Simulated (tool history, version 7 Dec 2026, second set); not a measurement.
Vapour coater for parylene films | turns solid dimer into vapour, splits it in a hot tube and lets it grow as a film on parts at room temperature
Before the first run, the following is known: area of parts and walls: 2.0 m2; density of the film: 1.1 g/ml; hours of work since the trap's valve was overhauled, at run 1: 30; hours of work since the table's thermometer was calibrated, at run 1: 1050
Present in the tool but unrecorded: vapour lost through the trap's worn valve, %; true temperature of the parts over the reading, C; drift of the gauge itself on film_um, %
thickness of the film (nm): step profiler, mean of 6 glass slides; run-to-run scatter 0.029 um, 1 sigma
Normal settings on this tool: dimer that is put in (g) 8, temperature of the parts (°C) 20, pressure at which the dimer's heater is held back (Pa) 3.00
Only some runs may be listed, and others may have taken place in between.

run    hour  dimer that is put in (g)  temperature of the parts (°C)  pressure at which the dimer's heater is held back (Pa)  hours of work since the trap's valve was overhauled  hours of work since the table's thermometer was calibrated  thickness of the film (nm)
  1     0.0                         8                             20                                                    3.00                                                   30                                                        1050                        2510
  2    40.2                         8                             20                                                    3.00                                                   57                                                        1078                        2510
  3    92.3                         8                             20                                                    3.00                                                   93                                                        1114                        2480
  4   162.5                         8                             20                                                    3.00                                                  142                                                        1162                        2580
  5   219.6                         8                             20                                                    3.00                                                  181                                                        1202                        2520
  6   254.9                         8                             20                                                    3.00                                                  206                                                        1226                        2540
  7   287.3                         8                             20                                                    3.00                                                  228                                                        1248                        2580
  8   339.4                         8                             20                                                    3.00                                                  264                                                        1284                        2550
  9   374.1                         8                             20                                                    3.00                                                  288                                                        1308                        2530
      425.6  -- trap's valve overhauled
 10   441.6                         8                             20                                                    3.00                                                   11                                                        1352                        2550
 11   500.0                         8                             20                                                    3.00                                                   51                                                        1392                        2540
 12   535.0                         5                             21                                                    8.42                                                   76                                                        1417                        1270
 13   588.3                         4                             20                                                    6.80                                                  112                                                        1454                        1080
 14   653.7                         9                             20                                                   10.78                                                  158                                                        1499                        2330
 15   710.7                         4                             20                                                   10.78                                                  197                                                        1538                        1060
 16   755.2                         5                             28                                                    3.00                                                  228                                                        1569                        1340
 17   824.5                         6                             20                                                   10.13                                                  276                                                        1617                        1530
 18   868.6                         3                             19                                                   10.13                                                  306                                                        1647                         760
      899.0  -- trap's valve overhauled
 19   938.9                         3                             13                                                   10.13                                                   28                                                        1693                         900
      983.1  -- table's thermometer calibrated
 20   988.2                         3                             28                                                   10.13                                                   61                                                           4                         670
 21  1036.5                         5                             20                                                    9.37                                                   94                                                          37                        1290

Run 22 is up next; what results do you expect?
 22  1090.0                         8                             13                                                    2.92                                                  131                                                          74                           ?

{"run 22": {"thickness of the film (nm)": 2920}}
With the hidden condition absent and the run-to-run variation left alone, this run would have shown thickness of the film (nm) 2930.
